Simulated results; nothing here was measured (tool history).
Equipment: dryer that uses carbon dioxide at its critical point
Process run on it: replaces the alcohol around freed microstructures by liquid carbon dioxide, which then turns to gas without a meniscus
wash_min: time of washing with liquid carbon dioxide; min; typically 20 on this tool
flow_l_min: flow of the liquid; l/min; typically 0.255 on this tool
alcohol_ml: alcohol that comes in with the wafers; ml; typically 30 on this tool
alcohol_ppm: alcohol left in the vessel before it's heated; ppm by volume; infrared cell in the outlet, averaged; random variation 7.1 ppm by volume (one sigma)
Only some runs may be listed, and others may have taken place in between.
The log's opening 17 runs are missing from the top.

run 18 hour=376.5 | wash_min=20 flow_l_min=0.255 alcohol_ml=30 | alcohol_ppm=481
run 19 hour=392.2 | wash_min=20 flow_l_min=0.170 alcohol_ml=30 | alcohol_ppm=1778
run 20 hour=409.8 | wash_min=20 flow_l_min=0.255 alcohol_ml=30 | alcohol_ppm=491
run 21 hour=437.3 | wash_min=20 flow_l_min=0.255 alcohol_ml=30 | alcohol_ppm=510
run 22 hour=464.6 | wash_min=26 flow_l_min=0.418 alcohol_ml=32 | alcohol_ppm=84
run 23 hour=497.0 | wash_min=23 flow_l_min=0.183 alcohol_ml=23 | alcohol_ppm=817
run 24 hour=523.4 | wash_min=23 flow_l_min=0.183 alcohol_ml=23 | alcohol_ppm=831
run 25 hour=555.6 | wash_min=14 flow_l_min=0.259 alcohol_ml=37 | alcohol_ppm=1955
run 26 hour=580.3 | wash_min=19 flow_l_min=0.213 alcohol_ml=119 | alcohol_ppm=4510
run 27 hour=595.3 | wash_min=19 flow_l_min=0.213 alcohol_ml=119 | alcohol_ppm=4516
run 28 hour=616.1 | wash_min=19 flow_l_min=0.213 alcohol_ml=119 | alcohol_ppm=4588
run 29 hour=632.2 | wash_min=15 flow_l_min=0.365 alcohol_ml=86 | alcohol_ppm=1052
run 30 hour=656.7 | wash_min=15 flow_l_min=0.365 alcohol_ml=86 | alcohol_ppm=1071
run 31 hour=673.0 | wash_min=15 flow_l_min=0.365 alcohol_ml=86 | alcohol_ppm=1061
run 32 hour=695.9 | wash_min=15 flow_l_min=0.365 alcohol_ml=86 | alcohol_ppm=1121
run 33 hour=718.5 | wash_min=16 flow_l_min=0.236 alcohol_ml=55 | alcohol_ppm=2812
run 34 hour=751.5 | wash_min=21 flow_l_min=0.200 alcohol_ml=30 | alcohol_ppm=1190
run 35 hour=774.3 | wash_min=21 flow_l_min=0.200 alcohol_ml=30 | alcohol_ppm=1203
run 36 hour=798.4 | wash_min=13 flow_l_min=0.255 alcohol_ml=58 | alcohol_ppm=4186
run 37 hour=819.4 | wash_min=13 flow_l_min=0.255 alcohol_ml=58 | alcohol_ppm=4345
run 38 hour=842.3 | wash_min=15 flow_l_min=0.255 alcohol_ml=56 | alcohol_ppm=2808
run 39 hour=872.4 | wash_min=20 flow_l_min=0.294 alcohol_ml=30 | alcohol_ppm=422

Forecast each of these 4 alternatives for the next run:
run A hour=893.7 | wash_min=20 flow_l_min=0.247 alcohol_ml=30 | alcohol_ppm=?
run B hour=893.7 | wash_min=19 flow_l_min=0.255 alcohol_ml=30 | alcohol_ppm=?
run C hour=893.7 | wash_min=25 flow_l_min=0.324 alcohol_ml=76 | alcohol_ppm=?
run D hour=893.7 | wash_min=20 flow_l_min=0.376 alcohol_ml=30 | alcohol_ppm=?

run=A alcohol_ppm=763
run=B alcohol_ppm=816
run=C alcohol_ppm=255
run=D alcohol_ppm=208
Without the tool's hidden state the same runs would have given:
run=A alcohol_ppm=388
run=B alcohol_ppm=427
run=C alcohol_ppm=60
run=D alcohol_ppm=40

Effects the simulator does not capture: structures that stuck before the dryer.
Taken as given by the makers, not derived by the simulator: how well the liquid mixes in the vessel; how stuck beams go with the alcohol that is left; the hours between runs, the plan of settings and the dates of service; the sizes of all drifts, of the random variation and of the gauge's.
